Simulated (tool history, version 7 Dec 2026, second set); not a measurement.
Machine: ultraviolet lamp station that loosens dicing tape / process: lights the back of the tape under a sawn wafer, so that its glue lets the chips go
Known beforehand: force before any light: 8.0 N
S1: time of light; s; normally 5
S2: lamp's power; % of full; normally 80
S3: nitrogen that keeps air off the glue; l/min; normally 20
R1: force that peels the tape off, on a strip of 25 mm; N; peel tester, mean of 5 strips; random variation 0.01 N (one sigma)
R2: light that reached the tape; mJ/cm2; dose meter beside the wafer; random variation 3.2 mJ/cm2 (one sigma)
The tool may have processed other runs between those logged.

Run 1, day 0: usual settings. Result: R1 1.324 N, R2 293 mJ/cm2.
Run 2, day 1.408: usual settings. Result: R1 1.367 N, R2 283 mJ/cm2.
Run 3, day 2.571: usual settings but S1 8 s. Result: R1 0.564 N, R2 446 mJ/cm2.
At day 2.962: window cleaned of glue's vapour.
Run 4, day 4.296: usual settings. Result: R1 1.576 N, R2 257 mJ/cm2.
Run 5, day 5.438: usual settings. Result: R1 1.633 N, R2 256 mJ/cm2.
Run 6, day 7.758: usual settings. Result: R1 1.647 N, R2 254 mJ/cm2.
Run 7, day 9.567: usual settings. Result: R1 1.809 N, R2 244 mJ/cm2.
At day 11.175: lamp changed.
Run 8, day 11.671: usual settings but S1 3 s. Result: R1 1.781 N, R2 235 mJ/cm2.
Run 9, day 13.692: usual settings but S1 3 s. Result: R1 1.865 N, R2 236 mJ/cm2.
Run 10, day 15.083: usual settings but S1 7 s. Result: R1 0.377 N, R2 538 mJ/cm2.
Run 11, day 16.867: usual settings but S1 7 s. Result: R1 0.394 N, R2 521 mJ/cm2.
At day 18.262: window cleaned of glue's vapour, once more.
Run 12, day 18.696: usual settings but S1 7 s, S3 22 l/min. Result: R1 0.203 N, R2 675 mJ/cm2.
Run 13, day 21.25: usual settings but S1 7 s, S3 22 l/min. Result: R1 0.235 N, R2 652 mJ/cm2.
Run 14, day 22.817: usual settings but S3 21 l/min. Result: R1 0.506 N, R2 460 mJ/cm2.
Run 15, day 24.796: usual settings. Result: R1 0.556 N, R2 447 mJ/cm2.
Run 16, day 26.925: usual settings. Result: R1 0.614 N, R2 436 mJ/cm2.
Run 17, day 28.25: usual settings. Result: R1 0.632 N, R2 431 mJ/cm2.
Run 18, day 30.533: usual settings. Result: R1 0.637 N, R2 414 mJ/cm2.
Run 19, day 32.525: usual settings but S3 24 l/min. Result: R1 0.65 N, R2 408 mJ/cm2.
Run 20, day 34.712: usual settings but S3 24 l/min. Result: R1 0.686 N, R2 398 mJ/cm2.
At day 36.638: window cleaned of glue's vapour.
Run 21, day 36.754: usual settings but S3 24 l/min. Result: R1 0.569 N, R2 437 mJ/cm2.
Run 22, day 39.196: usual settings but S3 24 l/min. Result: R1 0.582 N, R2 421 mJ/cm2.
Run 23, day 40.796: usual settings but S3 24 l/min. Result: R1 0.631 N, R2 419 mJ/cm2.
Run 24, day 42.262: usual settings but S3 24 l/min. Result: R1 0.665 N, R2 408 mJ/cm2.
Run 25, day 44.412: usual settings but S1 4 s, S2 62 % of full, S3 16 l/min. Result: R1 1.874 N, R2 247 mJ/cm2.
Run 26, day 46.592: usual settings but S1 6 s, S2 68 % of full, S3 16 l/min. Result: R1 0.836 N, R2 399 mJ/cm2.
Run 27, day 47.688: usual settings but S1 6 s, S2 88 % of full, S3 7 l/min. Result: R1 0.689 N, R2 505 mJ/cm2.
Run 28, day 50.112: usual settings but S1 6 s, S2 88 % of full, S3 7 l/min. Result: R1 0.752 N, R2 491 mJ/cm2.
Run 29, day 51.538: usual settings but S1 9 s, S2 88 % of full, S3 9 l/min. Result: R1 0.271 N, R2 733 mJ/cm2.
Run 30, day 53.396: usual settings but S1 2 s, S2 88 % of full, S3 35 l/min. Result: R1 2.702 N, R2 159 mJ/cm2.
At day 54.975: window cleaned of glue's vapour.
Run 31, day 55.921: usual settings but S1 2 s, S2 88 % of full, S3 35 l/min. Result: R1 2.398 N, R2 172 mJ/cm2.
Run 32, day 58.142: usual settings but S1 2 s, S2 88 % of full, S3 35 l/min. Result: R1 2.532 N, R2 164 mJ/cm2.
Run 33, day 59.588: usual settings but S3 19 l/min. Result: R1 0.845 N, R2 367 mJ/cm2.
Run 34, day 60.946: usual settings but S1 6 s, S2 68 % of full, S3 16 l/min. Result: R1 0.901 N, R2 375 mJ/cm2.
Run 35, day 62.454: usual settings but S2 61 % of full. Result: R1 1.47 N, R2 274 mJ/cm2.
Run 36, day 63.542: usual settings but S2 61 % of full. Result: R1 1.53 N, R2 273 mJ/cm2.
Run 37, day 66.079: usual settings but S1 3 s, S2 62 % of full. Result: R1 2.933 N, R2 155 mJ/cm2.
Run 38, day 68.467: usual settings but S1 6 s, S2 69 % of full, S3 24 l/min. Result: R1 0.948 N, R2 343 mJ/cm2.
Run 39, day 69.983: usual settings but S1 7 s, S2 72 % of full, S3 24 l/min. Result: R1 0.634 N, R2 407 mJ/cm2.
Run 40, day 71.654: usual settings but S2 74 % of full, S3 16 l/min. Result: R1 1.445 N, R2 298 mJ/cm2.
At day 73.333: window cleaned of glue's vapour.
Run 41, day 73.975: usual settings but S1 4 s, S2 92 % of full, S3 25 l/min. Result: R1 1.05 N, R2 317 mJ/cm2.
Run 42, day 75.188: usual settings but S2 62 % of full, S3 13 l/min. Result: R1 1.76 N, R2 263 mJ/cm2.
Run 43, day 76.583: usual settings but S1 3 s, S2 67 % of full, S3 11 l/min. Result: R1 3.119 N, R2 169 mJ/cm2.

3 options for the next run, each taken on its own from the tool as it stands now. Forecast them:
Run A, day 78.267: usual settings but S1 3 s, S2 61 % of full, S3 11 l/min. Result: R1 ?, R2 ?.
Run B, day 78.267: usual settings. Result: R1 ?, R2 ?.
Run C, day 78.267: usual settings but S1 6 s, S2 79 % of full, S3 34 l/min. Result: R1 ?, R2 ?.

run     R1   R2
  A  3.454  147
  B  1.121  322
  C  0.642  387
Without the tool's hidden state the same runs would have given:
run     R1   R2
  A  2.237  227
  B  0.452  496
  C  0.248  594
